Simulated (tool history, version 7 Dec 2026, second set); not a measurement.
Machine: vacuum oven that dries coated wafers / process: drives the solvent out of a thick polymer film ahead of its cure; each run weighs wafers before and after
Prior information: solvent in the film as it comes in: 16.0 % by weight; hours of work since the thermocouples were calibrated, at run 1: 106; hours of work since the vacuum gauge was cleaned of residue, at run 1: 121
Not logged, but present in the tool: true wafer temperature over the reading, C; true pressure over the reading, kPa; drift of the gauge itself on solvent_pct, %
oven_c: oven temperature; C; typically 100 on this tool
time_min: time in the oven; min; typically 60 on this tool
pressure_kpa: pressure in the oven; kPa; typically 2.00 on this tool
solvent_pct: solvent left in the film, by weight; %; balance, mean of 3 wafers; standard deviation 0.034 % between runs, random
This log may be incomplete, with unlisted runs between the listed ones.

run   hour  oven_c  time_min  pressure_kpa  hours of work since the thermocouples were calibrated  hours of work since the vacuum gauge was cleaned of residue  solvent_pct
  1    0.0     100        60          2.00                                                    106                                                          121         2.04
  2   31.0     111        60          2.00                                                    120                                                          135         0.82
  3   49.9     111        60          2.00                                                    129                                                          144         0.86
  4   74.6     111        60          2.00                                                    140                                                          155         0.82
  5  107.0     111        60          2.00                                                    155                                                          169         0.85
  6  137.6     115        60          2.00                                                    168                                                          183         0.59
  7  156.4     115        60          2.00                                                    177                                                          192         0.62
  8  176.6     115        60          2.00                                                    186                                                          201         0.55
  9  191.3     115        60          2.00                                                    192                                                          207         0.57
 10  210.0     100        60          2.00                                                    201                                                          216         2.07
 11  229.0     100        60          2.00                                                    209                                                          224         2.06
 12  257.7     100        60          2.00                                                    222                                                          237         2.12
 13  277.3     100        60          2.00                                                    231                                                          246         2.10
 14  308.8     100        60          2.81                                                    245                                                          260         2.36
     313.1  -- oven's thermocouples calibrated
 15  338.6     100        60          2.81                                                     11                                                          273         2.51
 16  360.1      87        98          1.40                                                     21                                                          282         2.69
 17  395.2     100        60          1.33                                                     37                                                          298         2.00
 18  415.7     100        64          4.71                                                     46                                                          307         2.91
 19  432.7     109        64          4.69                                                     54                                                          315         1.61
     448.7  -- oven's thermocouples calibrated, once more
 20  460.1      95       105          7.79                                                      5                                                          326         3.57
 21  493.5      99        61          1.00                                                     20                                                          341         1.79
 22  512.2      92        33          6.53                                                     29                                                          350         7.43
 23  527.2     100        59          2.00                                                     35                                                          357         2.01
 24  546.8      98        30          2.00                                                     44                                                          365         5.25
 25  575.3      94        98          4.80                                                     57                                                          378         2.72
 26  595.2      95        50          5.01                                                     66                                                          387         4.63
 27  624.0      95        50          5.01                                                     79                                                          400         4.71
 28  646.3      95        73          5.01                                                     89                                                          410         3.38
 29  674.1     105        81          5.32                                                    101                                                          423         1.73
 30  693.9     100        32          2.40                                                    110                                                          432         4.51

Hidden state at the last listed run before each entry between runs and at the first one after, where it differs:
From run 14 to run 15: oven's thermocouples calibrated (hour 313.1)
  true wafer temperature over the reading, C: -0.67 -> -1.14; true pressure over the reading, kPa: 0.046 -> 0.049
  measured minus no-state result, solvent_pct: +0.12 -> +0.21 %
From run 19 to run 20: oven's thermocouples calibrated, once more (hour 448.7)
  true wafer temperature over the reading, C: -1.18 -> 0.09; true pressure over the reading, kPa: 0.057 -> 0.06
  measured minus no-state result, solvent_pct: +0.12 -> +0.01 %

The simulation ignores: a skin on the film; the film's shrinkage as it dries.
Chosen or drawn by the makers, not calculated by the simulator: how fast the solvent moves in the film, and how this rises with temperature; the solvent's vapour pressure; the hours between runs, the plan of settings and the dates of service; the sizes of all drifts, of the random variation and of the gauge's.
